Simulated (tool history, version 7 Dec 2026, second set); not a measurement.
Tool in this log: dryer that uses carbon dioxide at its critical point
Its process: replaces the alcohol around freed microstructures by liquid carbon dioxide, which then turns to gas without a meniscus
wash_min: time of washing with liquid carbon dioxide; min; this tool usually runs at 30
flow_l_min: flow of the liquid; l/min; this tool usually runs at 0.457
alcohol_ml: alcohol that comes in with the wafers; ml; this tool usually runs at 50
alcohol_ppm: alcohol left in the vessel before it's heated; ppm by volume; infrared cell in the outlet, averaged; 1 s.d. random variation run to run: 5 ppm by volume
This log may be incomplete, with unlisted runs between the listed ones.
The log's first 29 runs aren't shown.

run	hour	wash_min	flow_l_min	alcohol_ml	alcohol_ppm
30	1127.0	36	0.365	76	161
31	1170.6	36	0.365	76	179
32	1194.5	28	0.731	40	65
33	1223.0	18	0.709	25	113
34	1247.8	18	0.709	25	108
35	1273.8	29	0.535	25	79
36	1315.6	27	0.303	29	509
37	1351.6	22	0.519	50	285
# hour 1363.3: inlet filter changed
38	1400.9	42	0.519	67	80
39	1423.6	42	0.519	67	71
40	1471.7	42	0.519	67	65
41	1498.4	42	0.519	67	77

Alternative continuations, all from the tool just after run 41; predict every row:
A	1528.9	23	0.519	67	?
B	1528.9	44	0.298	86	?
C	1528.9	44	0.519	67	?
D	1528.9	22	0.289	37	?

run	alcohol_ppm
A	218
B	174
C	72
D	1009
Stripped of hidden state, with their random variation kept, the same runs would have yielded:
run	alcohol_ppm
A	124
B	83
C	0
D	866
